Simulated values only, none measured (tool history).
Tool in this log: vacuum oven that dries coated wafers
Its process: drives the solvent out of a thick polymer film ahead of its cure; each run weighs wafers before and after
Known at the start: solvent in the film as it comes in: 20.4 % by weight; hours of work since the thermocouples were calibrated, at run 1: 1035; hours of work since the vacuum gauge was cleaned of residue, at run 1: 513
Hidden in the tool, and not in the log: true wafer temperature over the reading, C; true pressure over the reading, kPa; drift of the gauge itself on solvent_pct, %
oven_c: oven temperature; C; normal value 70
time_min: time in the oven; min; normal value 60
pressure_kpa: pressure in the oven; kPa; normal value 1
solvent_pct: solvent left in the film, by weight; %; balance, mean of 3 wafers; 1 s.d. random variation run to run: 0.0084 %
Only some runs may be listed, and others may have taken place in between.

| run | hour | oven_c | time_min | pressure_kpa | hours of work since the thermocouples were calibrated | hours of work since the vacuum gauge was cleaned of residue | solvent_pct |
|---|---|---|---|---|---|---|---|
| 1 | 0 | 70 | 60 | 1 | 1035 | 513 | 0.578 |
| 2 | 38.3 | 70 | 60 | 1 | 1060 | 538 | 0.588 |
| 3 | 83.7 | 70 | 60 | 1 | 1091 | 568 | 0.586 |
| 4 | 114.5 | 65 | 60 | 1 | 1111 | 589 | 1.428 |
|  | 152.1 | oven's thermocouples calibrated |
| 5 | 158.1 | 65 | 60 | 1 | 4 | 617 | 1.655 |
| 6 | 183.3 | 65 | 60 | 1 | 21 | 633 | 1.674 |
| 7 | 229.6 | 65 | 60 | 1 | 52 | 664 | 1.659 |
| 8 | 269.9 | 65 | 60 | 1 | 78 | 691 | 1.644 |
| 9 | 309.9 | 76 | 45 | 1.12 | 105 | 718 | 0.452 |
| 10 | 348.4 | 71 | 36 | 1.23 | 131 | 743 | 1.871 |
| 11 | 389 | 70 | 40 | 2 | 158 | 770 | 1.847 |
| 12 | 420.4 | 76 | 88 | 0.66 | 179 | 791 | 0.136 |

3 options for the next run, each taken on its own from the tool as it stands now. Forecast them:
| A | 471.3 | 75 | 34 | 1.99 | 213 | 825 | ? |
| B | 471.3 | 70 | 60 | 0.87 | 213 | 825 | ? |
| C | 471.3 | 70 | 107 | 1 | 213 | 825 | ? |

| run | solvent_pct |
|---|---|
| A | 1.186 |
| B | 0.653 |
| C | 0.248 |
Take away the tool's hidden state, keep each run's random variation, and the runs would have read:
| run | solvent_pct |
|---|---|
| A | 1.314 |
| B | 0.712 |
| C | 0.213 |

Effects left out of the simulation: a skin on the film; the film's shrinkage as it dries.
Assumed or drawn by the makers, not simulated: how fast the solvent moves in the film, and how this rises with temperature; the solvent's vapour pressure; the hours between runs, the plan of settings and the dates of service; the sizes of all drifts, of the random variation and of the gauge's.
